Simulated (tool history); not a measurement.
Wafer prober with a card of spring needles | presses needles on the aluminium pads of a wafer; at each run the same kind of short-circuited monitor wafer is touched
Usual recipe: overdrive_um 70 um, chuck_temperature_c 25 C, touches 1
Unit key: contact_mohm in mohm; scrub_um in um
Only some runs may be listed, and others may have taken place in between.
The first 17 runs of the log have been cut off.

At hour 399.8: tips cleaned on abrasive film.
At hour 415.1: tips cleaned on abrasive film.
Run 18, hour 418.1: usual settings. Result: contact_mohm 227 mohm, scrub_um 15.11 um.
At hour 429.0: tips cleaned on abrasive film.
Run 19, hour 440.0: usual settings but overdrive_um 60 um. Result: contact_mohm 226 mohm, scrub_um 12.95 um.
At hour 444.1: tips cleaned on abrasive film.
At hour 450.2: gauge calibrated.
At hour 457.8: tips cleaned on abrasive film.
Run 20, hour 459.9: usual settings but overdrive_um 56 um, chuck_temperature_c 116 C, touches 2. Result: contact_mohm 252 mohm, scrub_um 11.95 um.
At hour 472.8: tips cleaned on abrasive film.
Run 21, hour 476.1: usual settings but overdrive_um 64 um, chuck_temperature_c 43 C, touches 2. Result: contact_mohm 232 mohm, scrub_um 13.70 um.
At hour 487.6: tips cleaned on abrasive film.
Run 22, hour 492.7: usual settings but chuck_temperature_c 48 C. Result: contact_mohm 229 mohm, scrub_um 14.99 um.
At hour 502.1: tips cleaned on abrasive film.
At hour 515.8: tips cleaned on abrasive film.
Run 23, hour 523.1: usual settings but overdrive_um 76 um, chuck_temperature_c 27 C. Result: contact_mohm 228 mohm, scrub_um 16.26 um.
At hour 530.4: tips cleaned on abrasive film.
At hour 544.7: tips cleaned on abrasive film.
Run 24, hour 551.1: usual settings but overdrive_um 76 um, chuck_temperature_c 31 C. Result: contact_mohm 227 mohm, scrub_um 16.28 um.
At hour 558.4: tips cleaned on abrasive film.
At hour 573.8: tips cleaned on abrasive film.
Run 25, hour 575.9: usual settings but overdrive_um 76 um, chuck_temperature_c 31 C. Result: contact_mohm 225 mohm, scrub_um 16.29 um.
At hour 587.5: tips cleaned on abrasive film.
Run 26, hour 599.9: usual settings but overdrive_um 58 um, chuck_temperature_c 79 C. Result: contact_mohm 243 mohm, scrub_um 12.40 um.
At hour 601.8: tips cleaned on abrasive film.
At hour 614.8: height of the first contact set anew.
At hour 616.5: tips cleaned on abrasive film.
At hour 630.4: tips cleaned on abrasive film.
Run 27, hour 630.4: usual settings but chuck_temperature_c 40 C. Result: contact_mohm 232 mohm, scrub_um 15.06 um.
At hour 644.2: tips cleaned on abrasive film.
Run 28, hour 644.2: usual settings but chuck_temperature_c 40 C. Result: contact_mohm 229 mohm, scrub_um 15.01 um.
At hour 659.0: tips cleaned on abrasive film.
At hour 673.3: tips cleaned on abrasive film.
Run 29, hour 674.4: usual settings but chuck_temperature_c 40 C. Result: contact_mohm 232 mohm, scrub_um 15.02 um.
At hour 687.7: tips cleaned on abrasive film.
Run 30, hour 700.7: usual settings but chuck_temperature_c 40 C. Result: contact_mohm 234 mohm, scrub_um 14.98 um.
At hour 703.2: tips cleaned on abrasive film.
At hour 717.5: tips cleaned on abrasive film.
Run 31, hour 730.9: usual settings but chuck_temperature_c 40 C. Result: contact_mohm 237 mohm, scrub_um 15.05 um.

What if the next run were any one of these 4? Each begins from the tool's condition after run 31:
At hour 733.2: tips cleaned on abrasive film.
At hour 748.1: tips cleaned on abrasive film.
Run A, hour 751.3: usual settings but chuck_temperature_c 40 C. Result: contact_mohm ?, scrub_um ?.
At hour 733.2: tips cleaned on abrasive film.
At hour 748.1: tips cleaned on abrasive film.
Run B, hour 751.3: usual settings but chuck_temperature_c 123 C. Result: contact_mohm ?, scrub_um ?.
At hour 733.2: tips cleaned on abrasive film.
At hour 748.1: tips cleaned on abrasive film.
Run C, hour 751.3: usual settings but chuck_temperature_c 26 C. Result: contact_mohm ?, scrub_um ?.
At hour 733.2: tips cleaned on abrasive film.
At hour 748.1: tips cleaned on abrasive film.
Run D, hour 751.3: usual settings but chuck_temperature_c 44 C. Result: contact_mohm ?, scrub_um ?.

run  contact_mohm  scrub_um
  A           232     15.10
  B           250     15.07
  C           227     15.08
  D           234     15.08
Without the tool's hidden state the same runs would have given:
run  contact_mohm  scrub_um
  A           232     14.96
  B           250     14.93
  C           227     14.94
  D           234     14.94
